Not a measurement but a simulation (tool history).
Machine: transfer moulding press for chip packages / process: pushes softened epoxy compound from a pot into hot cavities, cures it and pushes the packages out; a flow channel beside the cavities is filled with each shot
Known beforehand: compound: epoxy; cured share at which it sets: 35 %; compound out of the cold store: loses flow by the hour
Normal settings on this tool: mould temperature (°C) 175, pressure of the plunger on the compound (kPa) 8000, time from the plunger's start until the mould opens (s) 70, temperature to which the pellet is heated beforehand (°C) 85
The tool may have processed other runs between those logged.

run	hour	mould temperature (°C)	pressure of the plunger on the compound (kPa)	time from the plunger's start until the mould opens (s)	temperature to which the pellet is heated beforehand (°C)	incoming compound's hours out of the cold store	length that the compound runs in the flow channel (mm)	greatest force on the pins that push the packages out (N)
1	0.0	175	8000	70	85	14.5	780	665
# hour 54.7: cavities cleaned with cleaning compound and waxed
2	64.7	175	8000	70	85	15.5	755	825
# hour 112.9: cavities cleaned with cleaning compound and waxed
3	124.1	175	8000	70	85	25.6	698	844
# hour 167.0: plunger's sealing rings changed
# hour 174.9: cavities cleaned with cleaning compound and waxed
4	206.0	175	6430	70	85	17.0	705	1025
# hour 237.7: cavities cleaned with cleaning compound and waxed
5	254.5	175	6430	70	85	41.4	604	815
# hour 297.7: cavities cleaned with cleaning compound and waxed
6	340.7	175	6430	70	85	37.8	608	986
# hour 358.8: cavities cleaned with cleaning compound and waxed
7	387.5	175	8000	70	85	20.3	732	965
# hour 417.3: cavities cleaned with cleaning compound and waxed
8	460.7	175	8000	70	85	9.4	768	1057
# hour 476.3: cavities cleaned with cleaning compound and waxed
# hour 484.1: plunger's sealing rings changed
# hour 534.3: cavities cleaned with cleaning compound and waxed
9	534.3	175	8000	70	85	23.0	764	587
# hour 558.9: mould's thermocouples calibrated
# hour 593.7: cavities cleaned with cleaning compound and waxed
10	602.8	175	8000	61	85	33.3	703	1177
# hour 648.4: cavities cleaned with cleaning compound and waxed
11	671.0	175	8000	61	85	10.2	788	1523
# hour 705.0: cavities cleaned with cleaning compound and waxed
12	724.4	175	8000	70	85	25.1	706	899
# hour 767.5: cavities cleaned with cleaning compound and waxed
# hour 803.3: plunger's sealing rings changed
13	811.6	175	8000	70	85	20.0	779	1073
# hour 833.2: cavities cleaned with cleaning compound and waxed
# hour 892.6: cavities cleaned with cleaning compound and waxed
14	913.3	175	8000	64	85	41.1	677	1081
# hour 949.1: cavities cleaned with cleaning compound and waxed
15	971.8	175	8000	51	85	11.4	774	2330
# hour 1006.5: cavities cleaned with cleaning compound and waxed
16	1023.9	175	8000	51	85	9.7	773	2252
# hour 1063.7: cavities cleaned with cleaning compound and waxed
17	1094.2	175	8000	51	85	10.0	759	2520
# hour 1122.1: plunger's sealing rings changed
# hour 1123.6: cavities cleaned with cleaning compound and waxed
# hour 1180.9: cavities cleaned with cleaning compound and waxed
18	1200.2	171	9230	102	85	27.6	795	650
# hour 1241.1: cavities cleaned with cleaning compound and waxed
19	1282.1	170	7330	70	85	14.3	752	1410
# hour 1295.8: cavities cleaned with cleaning compound and waxed
# hour 1354.0: cavities cleaned with cleaning compound and waxed
20	1365.7	170	7180	66	93	12.3	727	1234
# hour 1409.4: cavities cleaned with cleaning compound and waxed
21	1411.4	178	7180	89	95	28.2	631	478
# hour 1439.4: plunger's sealing rings changed
# hour 1449.7: mould's thermocouples calibrated
# hour 1474.7: cavities cleaned with cleaning compound and waxed
22	1489.3	178	7180	89	95	15.5	744	605

For run 23, what comes out?
# hour 1532.0: cavities cleaned with cleaning compound and waxed
23	1532.8	178	7180	89	95	18.4	?	?

{"run 23": {"length that the compound runs in the flow channel (mm)": 716, "greatest force on the pins that push the packages out (N)": 462}}
Were there no unlogged condition in the tool, this run, its random variation unchanged, would have produced length that the compound runs in the flow channel (mm) 736, greatest force on the pins that push the packages out (N) 434.
